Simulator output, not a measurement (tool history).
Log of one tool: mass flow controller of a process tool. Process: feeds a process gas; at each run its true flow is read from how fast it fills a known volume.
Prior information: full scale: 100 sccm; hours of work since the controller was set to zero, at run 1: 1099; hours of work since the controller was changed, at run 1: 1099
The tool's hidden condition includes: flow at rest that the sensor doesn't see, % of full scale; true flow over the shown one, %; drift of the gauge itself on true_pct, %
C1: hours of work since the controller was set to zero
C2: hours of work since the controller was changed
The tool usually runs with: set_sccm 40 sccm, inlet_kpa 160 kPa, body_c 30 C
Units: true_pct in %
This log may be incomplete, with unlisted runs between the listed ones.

Run 1, day 0: usual settings; C1 1099; C2 1099. Result: true_pct 97.87 %.
Run 2, day 5.308: usual settings; C1 1145; C2 1145. Result: true_pct 97.79 %.
Run 3, day 8.867: usual settings; C1 1176; C2 1176. Result: true_pct 97.56 %.
Run 4, day 13.029: usual settings; C1 1213; C2 1213. Result: true_pct 97.73 %.
Run 5, day 16.592: usual settings; C1 1244; C2 1244. Result: true_pct 97.82 %.
Run 6, day 19.238: usual settings but body_c 24 C; C1 1267; C2 1267. Result: true_pct 97.82 %.
Run 7, day 23.892: usual settings but body_c 24 C; C1 1308; C2 1308. Result: true_pct 97.76 %.
Run 8, day 26.25: usual settings but body_c 24 C; C1 1329; C2 1329. Result: true_pct 97.9 %.
Run 9, day 30.379: usual settings but body_c 24 C; C1 1365; C2 1365. Result: true_pct 97.82 %.
At day 30.842: controller's zero set anew.
Run 10, day 32.758: usual settings but body_c 24 C; C1 17; C2 1386. Result: true_pct 97.7 %.
Run 11, day 37.979: usual settings but set_sccm 68 sccm, inlet_kpa 248 kPa, body_c 24 C; C1 63; C2 1432. Result: true_pct 98.27 %.
Run 12, day 43.388: usual settings but set_sccm 68 sccm, inlet_kpa 248 kPa, body_c 24 C; C1 110; C2 1479. Result: true_pct 98.41 %.
Run 13, day 46.875: usual settings but set_sccm 28 sccm, inlet_kpa 154 kPa, body_c 24 C; C1 141; C2 1510. Result: true_pct 96.9 %.
Run 14, day 49.358: usual settings but set_sccm 28 sccm, inlet_kpa 154 kPa, body_c 24 C; C1 162; C2 1531. Result: true_pct 97.01 %.
Run 15, day 52.208: usual settings but set_sccm 28 sccm, inlet_kpa 154 kPa, body_c 24 C; C1 187; C2 1556. Result: true_pct 96.83 %.
Run 16, day 57.646: usual settings but set_sccm 28 sccm, inlet_kpa 190 kPa, body_c 24 C; C1 235; C2 1604. Result: true_pct 96.78 %.
At day 60.533: controller's zero set anew, once more.
Run 17, day 62.929: usual settings but inlet_kpa 195 kPa, body_c 22 C; C1 21; C2 1650. Result: true_pct 97.93 %.
Run 18, day 66.221: usual settings but set_sccm 45 sccm, inlet_kpa 158 kPa, body_c 22 C; C1 50; C2 1679. Result: true_pct 98.29 %.
Run 19, day 70.975: usual settings but inlet_kpa 271 kPa, body_c 21 C; C1 92; C2 1721. Result: true_pct 97.8 %.

Each row is a separate what-if for the run after 19, all from the same tool condition, not one after another. Results?
Run A, day 73.842: usual settings but set_sccm 87 sccm, inlet_kpa 239 kPa, body_c 28 C; C1 117; C2 1746. Result: true_pct ?.
Run B, day 73.842: usual settings but set_sccm 74 sccm, inlet_kpa 222 kPa, body_c 22 C; C1 117; C2 1746. Result: true_pct ?.
Run C, day 73.842: usual settings but set_sccm 77 sccm; C1 117; C2 1746. Result: true_pct ?.
Run D, day 73.842: usual settings but inlet_kpa 162 kPa, body_c 21 C; C1 117; C2 1746. Result: true_pct ?.

run  true_pct
  A     99.04
  B     98.77
  C     98.91
  D     98.11
Had the tool no hidden state, the same runs would have come out as:
run  true_pct
  A     99.55
  B     99.29
  C     99.43
  D     98.67

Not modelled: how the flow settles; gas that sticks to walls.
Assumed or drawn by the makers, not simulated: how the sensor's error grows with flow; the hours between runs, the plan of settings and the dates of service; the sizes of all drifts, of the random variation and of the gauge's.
